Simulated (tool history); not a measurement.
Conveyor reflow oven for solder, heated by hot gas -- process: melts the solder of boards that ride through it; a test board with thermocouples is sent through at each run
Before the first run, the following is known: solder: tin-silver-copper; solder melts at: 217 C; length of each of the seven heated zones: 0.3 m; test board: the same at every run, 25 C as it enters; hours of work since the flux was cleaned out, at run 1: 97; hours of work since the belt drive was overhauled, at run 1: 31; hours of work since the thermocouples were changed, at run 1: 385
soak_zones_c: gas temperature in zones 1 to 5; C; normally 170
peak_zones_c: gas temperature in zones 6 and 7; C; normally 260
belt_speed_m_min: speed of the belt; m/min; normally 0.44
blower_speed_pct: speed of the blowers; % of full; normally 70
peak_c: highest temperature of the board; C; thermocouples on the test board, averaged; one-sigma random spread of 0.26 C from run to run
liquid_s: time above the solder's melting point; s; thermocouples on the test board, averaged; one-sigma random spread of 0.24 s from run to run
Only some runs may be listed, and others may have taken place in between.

run	day	soak_zones_c	peak_zones_c	belt_speed_m_min	blower_speed_pct	hours of work since the flux was cleaned out	hours of work since the belt drive was overhauled	hours of work since the thermocouples were changed	peak_c	liquid_s
1	0	170	260	0.44	70	97	31	385	245.4	53.9
2	0.521	170	260	0.44	70	105	40	394	245.2	53.7
3	0.967	170	260	0.44	70	113	48	401	244.8	54.4
4	1.458	170	260	0.44	70	121	56	410	244.9	53.6
5	1.925	170	260	0.44	70	129	64	418	245	53.8
6	2.85	170	260	0.44	70	145	80	433	245	53.9
7	3.342	170	260	0.44	70	153	88	442	245.3	53.7
8	3.917	159	260	0.44	70	163	98	451	243	48
9	4.438	170	260	0.44	70	172	106	460	244.8	53.8
10	5.254	170	260	0.44	88	186	120	474	247.9	56.4
# day 6.379: flux residue cleaned out of gas plates and filters
11	6.383	170	260	0.44	88	0	136	490	248.4	58.7
12	6.958	170	260	0.44	88	10	146	499	248.6	58.4
13	7.596	170	260	0.44	88	21	156	510	248.6	57.9
14	8.517	170	262	0.44	50	36	172	526	242.8	50.3
15	8.917	176	260	0.44	50	43	179	532	242.5	53
16	9.671	170	249	0.44	58	56	191	545	234.4	41.2
17	10.2	170	249	0.44	58	65	200	554	234.1	40.4
18	10.979	156	255	0.442	80	78	214	567	240.6	45.3
# day 11.846: thermocouples of zones 6 and 7 changed
19	11.846	156	267	0.442	80	91	227	0	250.6	54.4
20	12.267	176	249	0.525	80	98	234	7	233.3	34.7
21	13.133	176	249	0.525	80	113	249	22	233.1	34.4
22	13.704	176	249	0.525	80	123	258	31	233.8	34.7
23	14.471	173	249	0.505	74	136	271	45	232.8	34.1
24	15.021	157	257	0.425	90	145	281	54	244.4	52.6
25	15.742	174	257	0.475	65	157	293	66	240.1	45

Some steps in peak_c between neighbouring runs. How much of each would the tool show without its hidden state too (settings, what came in, random variation), and how much is left for the hidden state, with any gauge scatter that isn't in both results?
Hidden state present: heat that the gas passes to the board, % of a clean oven's; belt's true speed, % of the reading; true gas temperature in zones 6 and 7 over the reading, C; drift of the gauge itself on peak_c, C; drift of the gauge itself on liquid_s, %.
Run 10 -> 11: flux residue cleaned out of gas plates and filters. peak_c +0.5 C: hidden state +1.2, all else -0.7.
Run 18 -> 19: peak_zones_c 255 -> 267, thermocouples of zones 6 and 7 changed. peak_c +10 C: hidden state -0.4, all else +10.4.
Run 19 -> 20: soak_zones_c 156 -> 176, peak_zones_c 267 -> 249, belt_speed_m_min 0.442 -> 0.525. peak_c -17.3 C: hidden state +0.1, all else -17.4.
Run 23 -> 24: soak_zones_c 173 -> 157, peak_zones_c 249 -> 257, belt_speed_m_min 0.505 -> 0.425, blower_speed_pct 74 -> 90. peak_c +11.6 C: hidden state -0.1, all else +11.7.

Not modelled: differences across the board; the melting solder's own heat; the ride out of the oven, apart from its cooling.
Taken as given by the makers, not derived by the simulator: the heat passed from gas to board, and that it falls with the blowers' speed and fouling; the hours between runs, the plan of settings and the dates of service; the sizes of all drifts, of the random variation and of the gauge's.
